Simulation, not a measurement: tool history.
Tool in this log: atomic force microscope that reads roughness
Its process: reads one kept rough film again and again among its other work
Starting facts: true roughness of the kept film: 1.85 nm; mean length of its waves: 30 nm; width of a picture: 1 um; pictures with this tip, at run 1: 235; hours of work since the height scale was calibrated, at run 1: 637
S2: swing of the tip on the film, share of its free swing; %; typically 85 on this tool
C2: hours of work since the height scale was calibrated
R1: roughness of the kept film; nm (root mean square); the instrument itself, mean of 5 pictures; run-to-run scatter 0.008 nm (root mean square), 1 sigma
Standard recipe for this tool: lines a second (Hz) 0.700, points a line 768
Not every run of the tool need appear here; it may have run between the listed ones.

Run 1, day 0.000: usual settings; pictures with this tip 235; C2 637. Result: R1 1.625 nm (root mean square).
Run 2, day 1.192: usual settings but lines a second (Hz) 1.041; pictures with this tip 261; C2 649. Result: R1 1.594 nm (root mean square).
At day 1.496: new tip fitted.
Run 3, day 2.712: usual settings but lines a second (Hz) 1.041; pictures with this tip 26; C2 663. Result: R1 1.715 nm (root mean square).
Run 4, day 3.579: usual settings but lines a second (Hz) 0.963; pictures with this tip 45; C2 672. Result: R1 1.706 nm (root mean square).
Run 5, day 4.883: usual settings but lines a second (Hz) 0.963, S2 55 %; pictures with this tip 73; C2 684. Result: R1 1.748 nm (root mean square).
Run 6, day 5.754: usual settings but lines a second (Hz) 0.963, S2 55 %; pictures with this tip 92; C2 693. Result: R1 1.747 nm (root mean square).
Run 7, day 6.583: usual settings but lines a second (Hz) 0.963, S2 55 %; pictures with this tip 110; C2 701. Result: R1 1.738 nm (root mean square).
Run 8, day 7.500: usual settings but lines a second (Hz) 0.963, S2 55 %, points a line 366; pictures with this tip 130; C2 709. Result: R1 1.698 nm (root mean square).
Run 9, day 8.238: usual settings but lines a second (Hz) 0.963, S2 55 %, points a line 366; pictures with this tip 146; C2 716. Result: R1 1.698 nm (root mean square).
Run 10, day 9.221: usual settings but lines a second (Hz) 0.963, S2 55 %, points a line 366; pictures with this tip 167; C2 726. Result: R1 1.678 nm (root mean square).
Run 11, day 10.304: usual settings; pictures with this tip 190; C2 736. Result: R1 1.667 nm (root mean square).
Run 12, day 11.421: usual settings; pictures with this tip 214; C2 747. Result: R1 1.654 nm (root mean square).
Run 13, day 13.000: usual settings; pictures with this tip 249; C2 762. Result: R1 1.632 nm (root mean square).
Run 14, day 13.796: usual settings; pictures with this tip 266; C2 770. Result: R1 1.633 nm (root mean square).
At day 13.962: new tip fitted.
Run 15, day 14.950: usual settings; pictures with this tip 21; C2 781. Result: R1 1.760 nm (root mean square).
Run 16, day 16.200: usual settings but points a line 388; pictures with this tip 48; C2 793. Result: R1 1.721 nm (root mean square).
Run 17, day 17.333: usual settings but points a line 388; pictures with this tip 73; C2 804. Result: R1 1.729 nm (root mean square).
Run 18, day 18.625: usual settings but lines a second (Hz) 0.855; pictures with this tip 101; C2 816. Result: R1 1.704 nm (root mean square).
Run 19, day 19.429: usual settings but lines a second (Hz) 0.855; pictures with this tip 118; C2 824. Result: R1 1.691 nm (root mean square).
Run 20, day 20.771: usual settings; pictures with this tip 147; C2 837. Result: R1 1.687 nm (root mean square).
Run 21, day 22.000: usual settings; pictures with this tip 173; C2 849. Result: R1 1.662 nm (root mean square).
Run 22, day 23.029: usual settings; pictures with this tip 196; C2 859. Result: R1 1.665 nm (root mean square).
Run 23, day 23.896: usual settings; pictures with this tip 214; C2 867. Result: R1 1.662 nm (root mean square).
Run 24, day 25.488: usual settings but lines a second (Hz) 2.059; pictures with this tip 249; C2 882. Result: R1 1.590 nm (root mean square).
At day 26.367: new tip fitted.
Run 25, day 27.067: usual settings but lines a second (Hz) 2.059; pictures with this tip 15; C2 897. Result: R1 1.669 nm (root mean square).
Run 26, day 28.117: usual settings but lines a second (Hz) 2.059; pictures with this tip 38; C2 907. Result: R1 1.672 nm (root mean square).
Run 27, day 29.742: usual settings but lines a second (Hz) 2.059, S2 84 %, points a line 430; pictures with this tip 73; C2 923. Result: R1 1.637 nm (root mean square).
Run 28, day 30.496: usual settings but points a line 691; pictures with this tip 89; C2 930. Result: R1 1.729 nm (root mean square).
Run 29, day 31.629: usual settings but lines a second (Hz) 0.543; pictures with this tip 114; C2 941. Result: R1 1.722 nm (root mean square).
Run 30, day 33.038: usual settings but lines a second (Hz) 0.819, S2 81 %, points a line 743; pictures with this tip 144; C2 955. Result: R1 1.704 nm (root mean square).
Run 31, day 34.496: usual settings but lines a second (Hz) 0.819, S2 87 %, points a line 743; pictures with this tip 176; C2 969. Result: R1 1.676 nm (root mean square).
Run 32, day 35.550: usual settings but lines a second (Hz) 0.819, S2 87 %, points a line 743; pictures with this tip 199; C2 979. Result: R1 1.659 nm (root mean square).
Run 33, day 37.183: usual settings but lines a second (Hz) 0.507, S2 61 %, points a line 280; pictures with this tip 234; C2 994. Result: R1 1.665 nm (root mean square).
Run 34, day 37.954: usual settings but lines a second (Hz) 0.507, S2 61 %, points a line 280; pictures with this tip 250; C2 1002. Result: R1 1.668 nm (root mean square).
At day 38.804: new tip fitted.
Run 35, day 38.804: usual settings but lines a second (Hz) 2.503, S2 77 %; pictures with this tip 0; C2 1010. Result: R1 1.709 nm (root mean square).
Run 36, day 39.712: usual settings but lines a second (Hz) 2.118, S2 80 %, points a line 351; pictures with this tip 20; C2 1019. Result: R1 1.691 nm (root mean square).
Run 37, day 40.775: usual settings but lines a second (Hz) 2.118, S2 80 %, points a line 351; pictures with this tip 43; C2 1029. Result: R1 1.673 nm (root mean square).
Run 38, day 41.912: usual settings but lines a second (Hz) 3.670, S2 80 %, points a line 257; pictures with this tip 68; C2 1040. Result: R1 1.601 nm (root mean square).
Run 39, day 43.108: usual settings but lines a second (Hz) 3.670, S2 80 %, points a line 257; pictures with this tip 93; C2 1051. Result: R1 1.590 nm (root mean square).
Run 40, day 44.408: usual settings but lines a second (Hz) 0.531, S2 56 %, points a line 275; pictures with this tip 121; C2 1064. Result: R1 1.736 nm (root mean square).
Run 41, day 45.888: usual settings but lines a second (Hz) 2.963; pictures with this tip 153; C2 1078. Result: R1 1.586 nm (root mean square).
Run 42, day 47.021: usual settings but lines a second (Hz) 1.979, S2 69 %, points a line 421; pictures with this tip 178; C2 1089. Result: R1 1.652 nm (root mean square).
Run 43, day 48.071: usual settings but lines a second (Hz) 1.979, S2 69 %, points a line 421; pictures with this tip 200; C2 1099. Result: R1 1.658 nm (root mean square).
Run 44, day 49.592: usual settings but lines a second (Hz) 1.883, S2 75 %, points a line 732; pictures with this tip 233; C2 1114. Result: R1 1.625 nm (root mean square).
Run 45, day 50.575: usual settings but lines a second (Hz) 0.918, S2 78 %, points a line 533; pictures with this tip 255; C2 1123. Result: R1 1.647 nm (root mean square).
At day 51.150: new tip fitted.
At day 51.192: height scale calibrated on a step standard.
Run 46, day 52.004: usual settings but lines a second (Hz) 1.815, S2 78 %; pictures with this tip 17; C2 8. Result: R1 1.695 nm (root mean square).
Run 47, day 52.975: usual settings but lines a second (Hz) 0.853; pictures with this tip 38; C2 17. Result: R1 1.697 nm (root mean square).
Run 48, day 54.567: usual settings but lines a second (Hz) 0.853; pictures with this tip 72; C2 32. Result: R1 1.683 nm (root mean square).
Run 49, day 55.554: usual settings but lines a second (Hz) 2.909, S2 66 %, points a line 565; pictures with this tip 94; C2 42. Result: R1 1.663 nm (root mean square).
Run 50, day 57.146: usual settings but lines a second (Hz) 1.227, S2 87 %, points a line 644; pictures with this tip 128; C2 57. Result: R1 1.628 nm (root mean square).
Run 51, day 58.762: usual settings but points a line 807; pictures with this tip 163; C2 73. Result: R1 1.656 nm (root mean square).

Branching from run 51: 4 alternative next runs. What would each branch give?
Run A, day 59.804: usual settings but lines a second (Hz) 0.593, S2 69 %, points a line 527; pictures with this tip 185; C2 83. Result: R1 ?.
Run B, day 59.804: usual settings but points a line 876; pictures with this tip 185; C2 83. Result: R1 ?.
Run C, day 59.804: usual settings but lines a second (Hz) 3.683, S2 83 %; pictures with this tip 185; C2 83. Result: R1 ?.
Run D, day 59.804: usual settings but lines a second (Hz) 1.878; pictures with this tip 185; C2 83. Result: R1 ?.

run     R1
  A  1.673
  B  1.659
  C  1.499
  D  1.572
Without the tool's hidden state the same runs would have given:
run     R1
  A  1.763
  B  1.747
  C  1.580
  D  1.657
